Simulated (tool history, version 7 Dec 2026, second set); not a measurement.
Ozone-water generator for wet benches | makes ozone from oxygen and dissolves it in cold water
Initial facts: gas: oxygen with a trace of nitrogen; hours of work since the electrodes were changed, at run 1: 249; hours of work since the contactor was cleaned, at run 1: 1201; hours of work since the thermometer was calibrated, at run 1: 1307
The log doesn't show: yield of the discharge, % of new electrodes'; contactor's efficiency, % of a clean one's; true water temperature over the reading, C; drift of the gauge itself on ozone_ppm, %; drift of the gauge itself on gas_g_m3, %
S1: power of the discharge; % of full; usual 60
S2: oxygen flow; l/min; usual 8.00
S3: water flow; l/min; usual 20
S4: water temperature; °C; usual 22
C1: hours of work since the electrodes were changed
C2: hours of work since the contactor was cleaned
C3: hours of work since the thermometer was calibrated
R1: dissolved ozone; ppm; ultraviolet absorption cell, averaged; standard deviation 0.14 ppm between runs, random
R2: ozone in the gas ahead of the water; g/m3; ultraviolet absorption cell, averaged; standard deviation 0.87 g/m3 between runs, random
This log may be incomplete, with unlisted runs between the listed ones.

| run | day | S1 | S2 | S3 | S4 | C1 | C2 | C3 | R1 | R2 |
|---|---|---|---|---|---|---|---|---|---|---|
| 1 | 0.000 | 60 | 8.00 | 20 | 22 | 249 | 1201 | 1307 | 15.4 | 140.7 |
| 2 | 1.350 | 60 | 8.00 | 20 | 22 | 276 | 1228 | 1334 | 15.4 | 139.4 |
| 3 | 2.788 | 60 | 8.00 | 20 | 28 | 304 | 1257 | 1362 | 13.5 | 142.0 |
| 4 | 3.546 | 95 | 8.00 | 20 | 22 | 319 | 1272 | 1377 | 21.7 | 195.7 |
| 5 | 4.275 | 95 | 8.00 | 20 | 22 | 334 | 1286 | 1392 | 21.5 | 198.0 |
| 6 | 5.196 | 95 | 8.00 | 20 | 22 | 352 | 1305 | 1410 | 21.4 | 195.8 |
| 7 | 6.854 | 95 | 8.00 | 20 | 22 | 385 | 1337 | 1443 | 21.3 | 194.5 |
| 8 | 7.800 | 60 | 8.00 | 20 | 22 | 404 | 1356 | 1462 | 15.4 | 140.3 |
| 9 | 8.683 | 60 | 8.00 | 20 | 22 | 421 | 1374 | 1479 | 15.2 | 140.2 |
| 10 | 10.021 | 60 | 8.00 | 20 | 22 | 448 | 1400 | 1506 | 15.4 | 139.2 |
| 11 | 11.183 | 60 | 8.00 | 20 | 22 | 471 | 1423 | 1529 | 15.3 | 139.5 |
| 12 | 12.971 | 60 | 8.00 | 20 | 22 | 506 | 1459 | 1564 | 15.2 | 140.0 |
| 13 | 14.162 | 60 | 8.00 | 20 | 22 | 530 | 1482 | 1588 | 15.2 | 140.4 |
| 14 | 15.488 | 60 | 8.00 | 20 | 22 | 556 | 1509 | 1614 | 15.1 | 139.7 |
| 15 | 16.321 | 60 | 8.00 | 20 | 19 | 573 | 1525 | 1631 | 16.2 | 139.4 |
| 16 | 17.621 | 60 | 8.00 | 20 | 22 | 599 | 1551 | 1657 | 15.2 | 139.2 |
| 17 | 18.804 | 60 | 8.00 | 13 | 26 | 622 | 1575 | 1680 | 17.9 | 139.2 |
| 18 | 19.733 | 60 | 8.00 | 13 | 26 | 641 | 1593 | 1698 | 18.0 | 139.2 |
| 19 | 20.542 | 60 | 8.00 | 13 | 26 | 657 | 1609 | 1715 | 18.1 | 139.5 |
| 20 | 21.392 | 60 | 8.00 | 16 | 16 | 673 | 1626 | 1731 | 19.4 | 139.5 |
| 21 | 22.779 | 60 | 8.00 | 24 | 16 | 701 | 1653 | 1759 | 14.9 | 141.0 |
| 22 | 24.467 | 60 | 8.00 | 24 | 16 | 734 | 1687 | 1792 | 14.6 | 140.5 |
| 23 | 26.129 | 53 | 5.34 | 19 | 15 | 767 | 1720 | 1825 | 15.9 | 154.1 |
| 24 | 27.733 | 88 | 4.96 | 20 | 25 | 799 | 1752 | 1857 | 18.9 | 229.5 |
| 25 | 29.325 | 88 | 4.96 | 20 | 25 | 831 | 1783 | 1889 | 18.7 | 229.5 |
| 26 | 30.092 | 88 | 4.96 | 20 | 25 | 846 | 1799 | 1904 | 18.6 | 227.7 |
| 27 | 31.708 | 76 | 4.96 | 12 | 16 | 878 | 1831 | 1936 | 28.3 | 203.8 |
| 28 | 33.142 | 76 | 4.96 | 32 | 16 | 907 | 1859 | 1964 | 12.7 | 203.1 |
| 29 | 34.142 | 76 | 4.96 | 32 | 22 | 926 | 1879 | 1984 | 11.9 | 202.8 |
| 30 | 35.062 | 60 | 8.00 | 20 | 21 | 945 | 1897 | 2003 | 15.4 | 138.4 |
| 31 | 36.475 | 79 | 8.00 | 20 | 15 | 973 | 1925 | 2031 | 20.7 | 168.8 |
| 32 | 37.754 | 82 | 4.44 | 14 | 22 | 998 | 1951 | 2056 | 24.5 | 228.6 |

For some of the steps in R1 from one run to the next: how much would appear even if the tool had no hidden state, given the settings, what came in and random variation, and how much remains for the hidden state plus any gauge scatter that the measured result and the result without hidden state don't share?
Run 3 -> 4: S1 60 -> 95, S4 28 -> 22. R1 +8.2 ppm: hidden state -0.2, all else +8.4.
Run 23 -> 24: S1 53 -> 88, S2 5.34 -> 4.96, S3 19 -> 20, S4 15 -> 25. R1 +3.0 ppm: hidden state -0.3, all else +3.3.
Run 26 -> 27: S1 88 -> 76, S3 20 -> 12, S4 25 -> 16. R1 +9.7 ppm: hidden state -0.3, all else +10.0.
Run 27 -> 28: S3 12 -> 32. R1 -15.6 ppm: hidden state +0.7, all else -16.3.

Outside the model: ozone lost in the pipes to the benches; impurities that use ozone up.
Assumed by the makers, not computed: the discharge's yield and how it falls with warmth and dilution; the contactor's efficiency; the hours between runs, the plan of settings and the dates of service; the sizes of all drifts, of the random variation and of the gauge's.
